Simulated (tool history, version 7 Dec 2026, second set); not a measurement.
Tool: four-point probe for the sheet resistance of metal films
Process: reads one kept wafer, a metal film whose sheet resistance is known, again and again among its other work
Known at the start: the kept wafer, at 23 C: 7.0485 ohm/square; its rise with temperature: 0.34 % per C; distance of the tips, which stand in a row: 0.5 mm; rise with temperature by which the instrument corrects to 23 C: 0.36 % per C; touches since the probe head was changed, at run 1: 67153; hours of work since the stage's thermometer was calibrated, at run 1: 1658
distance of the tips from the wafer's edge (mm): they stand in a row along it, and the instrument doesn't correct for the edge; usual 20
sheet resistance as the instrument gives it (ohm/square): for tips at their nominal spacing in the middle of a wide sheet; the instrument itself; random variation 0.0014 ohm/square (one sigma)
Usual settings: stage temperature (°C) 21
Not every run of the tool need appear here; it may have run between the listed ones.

| run | hour | stage temperature (°C) | distance of the tips from the wafer's edge (mm) | touches since the probe head was changed | hours of work since the stage's thermometer was calibrated | sheet resistance as the instrument gives it (ohm/square) |
|---|---|---|---|---|---|---|
| 1 | 0.0 | 21 | 20 | 67153 | 1658 | 7.104369 |
| 2 | 39.8 | 28 | 20 | 68211 | 1683 | 7.097396 |
| 3 | 82.7 | 21 | 20 | 69349 | 1709 | 7.107744 |
| 4 | 125.8 | 21 | 20 | 70494 | 1736 | 7.109839 |
| 5 | 171.6 | 21 | 20 | 71710 | 1764 | 7.107737 |
| 6 | 214.9 | 21 | 20 | 72862 | 1791 | 7.107849 |
| 7 | 288.5 | 32 | 20 | 74815 | 1836 | 7.099466 |
| 8 | 334.6 | 21 | 20 | 76041 | 1865 | 7.111916 |
| 9 | 393.1 | 35 | 20 | 77594 | 1901 | 7.094517 |
| 10 | 478.9 | 21 | 20 | 79873 | 1954 | 7.117012 |
| 11 | 557.8 | 21 | 20 | 81971 | 2002 | 7.116241 |
|  | 585.4 | stage's thermometer calibrated |
| 12 | 610.4 | 21 | 20 | 83354 | 15 | 7.114419 |
| 13 | 660.0 | 21 | 41 | 84671 | 46 | 7.111966 |
| 14 | 719.7 | 21 | 41 | 86258 | 83 | 7.112428 |
| 15 | 788.2 | 21 | 20 | 88077 | 125 | 7.116402 |
|  | 809.7 | stage's thermometer calibrated, once more |
| 16 | 848.6 | 21 | 20 | 89668 | 24 | 7.134974 |
|  | 898.1 | new probe head fitted |
| 17 | 939.1 | 21 | 20 | 1090 | 79 | 7.040029 |
| 18 | 1028.8 | 21 | 20 | 3472 | 134 | 7.040603 |
| 19 | 1091.6 | 21 | 20 | 5142 | 173 | 7.043101 |
| 20 | 1157.6 | 21 | 20 | 6894 | 214 | 7.042329 |
| 21 | 1232.2 | 21 | 20 | 8877 | 260 | 7.045482 |
| 22 | 1311.4 | 26 | 20 | 10979 | 309 | 7.039739 |
| 23 | 1388.0 | 26 | 20 | 13016 | 356 | 7.040124 |
| 24 | 1431.3 | 25 | 60 | 14165 | 382 | 7.041145 |
| 25 | 1516.7 | 25 | 60 | 16433 | 435 | 7.044480 |
| 26 | 1605.5 | 29 | 7 | 18792 | 490 | 7.058964 |
| 27 | 1659.7 | 29 | 24 | 20232 | 523 | 7.040628 |
| 28 | 1730.2 | 28 | 16 | 22105 | 567 | 7.043580 |
| 29 | 1812.4 | 20 | 15 | 24287 | 617 | 7.060575 |
| 30 | 1850.0 | 32 | 25 | 25287 | 640 | 7.040148 |
| 31 | 1936.3 | 32 | 25 | 27581 | 694 | 7.044263 |
| 32 | 1985.7 | 31 | 10 | 28891 | 724 | 7.053033 |
| 33 | 2042.1 | 22 | 8 | 30389 | 759 | 7.070011 |
| 34 | 2113.6 | 28 | 63 | 32289 | 803 | 7.052041 |
| 35 | 2200.6 | 31 | 49 | 34600 | 857 | 7.049126 |
| 36 | 2283.6 | 31 | 20 | 36806 | 908 | 7.049999 |
| 37 | 2372.8 | 23 | 50 | 39174 | 963 | 7.063203 |
| 38 | 2437.7 | 23 | 50 | 40898 | 1003 | 7.063043 |
| 39 | 2512.3 | 34 | 3 | 42881 | 1049 | 7.153665 |
| 40 | 2566.3 | 24 | 15 | 44314 | 1082 | 7.067810 |
| 41 | 2609.9 | 26 | 23 | 45472 | 1109 | 7.063998 |
| 42 | 2674.8 | 18 | 4 | 47197 | 1149 | 7.130799 |
| 43 | 2733.0 | 19 | 7 | 48744 | 1185 | 7.093563 |
| 44 | 2819.6 | 33 | 5 | 51044 | 1238 | 7.094145 |
| 45 | 2889.9 | 21 | 5 | 52911 | 1281 | 7.110549 |

Below, some changes in sheet resistance as the instrument gives it (ohm/square) between adjacent runs. For each, the amount present without the hidden state too (settings, incoming material, random variation) and the amount remaining for the hidden state with gauge scatter not shared by both compared results:
Hidden state at play: inner tips' distance over the nominal, %; tips' flats over new ones', %; wafer's true temperature over the reading, C; drift of the gauge itself on sheet_ohm, %.
Run 15 -> 16: stage's thermometer calibrated, once more. sheet resistance as the instrument gives it (ohm/square) +0.018572: hidden state +0.016610, all else +0.001962.
Run 16 -> 17: new probe head fitted. sheet resistance as the instrument gives it (ohm/square) -0.094945: hidden state -0.095049, all else +0.000104.
Run 38 -> 39: stage temperature (°C) 23 -> 34, distance of the tips from the wafer's edge (mm) 50 -> 3. sheet resistance as the instrument gives it (ohm/square) +0.090622: hidden state +0.001816, all else +0.088806.
Run 39 -> 40: stage temperature (°C) 34 -> 24, distance of the tips from the wafer's edge (mm) 3 -> 15. sheet resistance as the instrument gives it (ohm/square) -0.085855: hidden state +0.000624, all else -0.086479.
Run 43 -> 44: stage temperature (°C) 19 -> 33, distance of the tips from the wafer's edge (mm) 7 -> 5. sheet resistance as the instrument gives it (ohm/square) +0.000582: hidden state +0.001902, all else -0.001320.
